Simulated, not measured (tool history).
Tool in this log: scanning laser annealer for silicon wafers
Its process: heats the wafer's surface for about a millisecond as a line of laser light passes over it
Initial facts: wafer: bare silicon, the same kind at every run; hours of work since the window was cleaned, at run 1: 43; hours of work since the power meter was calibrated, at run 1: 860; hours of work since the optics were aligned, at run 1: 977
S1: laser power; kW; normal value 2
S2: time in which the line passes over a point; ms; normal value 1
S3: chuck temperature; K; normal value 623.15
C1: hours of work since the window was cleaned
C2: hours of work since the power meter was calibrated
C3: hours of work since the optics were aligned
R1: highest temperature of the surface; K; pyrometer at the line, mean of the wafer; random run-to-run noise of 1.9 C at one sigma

run 1 day=0 | S1=2 S2=1 S3=623.15 | C1=43 C2=860 C3=977 | R1=1428.15
run 2 day=2.392 | S1=2 S2=1.1 S3=623.15 | C1=82 C2=899 C3=1016 | R1=1461.15
run 3 day=3.488 | S1=2 S2=1.07 S3=623.15 | C1=100 C2=917 C3=1034 | R1=1450.15
run 4 day=5.038 | S1=2 S2=1 S3=623.15 | C1=125 C2=942 C3=1059 | R1=1419.15
run 5 day=6.704 | S1=2 S2=1 S3=623.15 | C1=153 C2=969 C3=1086 | R1=1415.15
run 6 day=7.892 | S1=2 S2=1 S3=623.15 | C1=172 C2=988 C3=1106 | R1=1414.15
run 7 day=9.262 | S1=2 S2=0.96 S3=623.15 | C1=194 C2=1011 C3=1128 | R1=1400.15
-- day=10.554 optics aligned, line set to its width
run 8 day=10.867 | S1=2 S2=0.96 S3=623.15 | C1=217 C2=1033 C3=5 | R1=1396.15
run 9 day=13.096 | S1=2 S2=0.96 S3=623.15 | C1=253 C2=1070 C3=41 | R1=1389.15
run 10 day=14.617 | S1=2 S2=0.96 S3=623.15 | C1=278 C2=1095 C3=66 | R1=1390.15
run 11 day=16.958 | S1=2 S2=0.96 S3=626.15 | C1=316 C2=1133 C3=104 | R1=1389.15
run 12 day=18.567 | S1=2 S2=0.96 S3=610.15 | C1=343 C2=1159 C3=131 | R1=1370.15
run 13 day=20.996 | S1=2.148 S2=0.96 S3=615.15 | C1=382 C2=1199 C3=170 | R1=1448.15
-- day=23.475 optics aligned, line set to its width, once more
run 14 day=23.508 | S1=1.936 S2=0.96 S3=601.15 | C1=420 C2=1236 C3=1 | R1=1356.15
run 15 day=24.708 | S1=1.855 S2=0.96 S3=644.15 | C1=439 C2=1256 C3=20 | R1=1361.15
run 16 day=26.129 | S1=1.778 S2=0.96 S3=623.15 | C1=462 C2=1279 C3=43 | R1=1295.15
run 17 day=28.258 | S1=1.713 S2=1 S3=627.15 | C1=497 C2=1314 C3=78 | R1=1280.15
run 18 day=30.388 | S1=1.713 S2=1 S3=627.15 | C1=532 C2=1348 C3=113 | R1=1276.15
run 19 day=32.275 | S1=1.713 S2=1 S3=627.15 | C1=563 C2=1379 C3=143 | R1=1268.15
run 20 day=33.933 | S1=1.802 S2=0.73 S3=629.15 | C1=590 C2=1406 C3=170 | R1=1221.15
run 21 day=36.088 | S1=1.802 S2=0.73 S3=629.15 | C1=625 C2=1441 C3=206 | R1=1221.15
run 22 day=37.7 | S1=2.154 S2=0.8 S3=615.15 | C1=651 C2=1467 C3=232 | R1=1397.15
run 23 day=39.054 | S1=1.728 S2=0.86 S3=623.15 | C1=673 C2=1490 C3=254 | R1=1225.15
-- day=39.85 window over the wafer cleaned
run 24 day=40.833 | S1=1.728 S2=0.86 S3=623.15 | C1=16 C2=1517 C3=282 | R1=1257.15

Consider 4 possible next runs. They are alternatives, not a sequence: every one starts from the tool as it was left by run 24. What does each give?
run A day=42.083 | S1=2.04 S2=1 S3=623.15 | C1=36 C2=1538 C3=302 | R1=?
run B day=42.083 | S1=1.728 S2=0.94 S3=623.15 | C1=36 C2=1538 C3=302 | R1=?
run C day=42.083 | S1=1.751 S2=0.7 S3=643.15 | C1=36 C2=1538 C3=302 | R1=?
run D day=42.083 | S1=1.728 S2=0.83 S3=623.15 | C1=36 C2=1538 C3=302 | R1=?

run=A R1=1464.15
run=B R1=1283.15
run=C R1=1228.15
run=D R1=1243.15
Had the tool no hidden state, the same runs would have come out as:
run=A R1=1484.15
run=B R1=1298.15
run=C R1=1242.15
run=D R1=1257.15
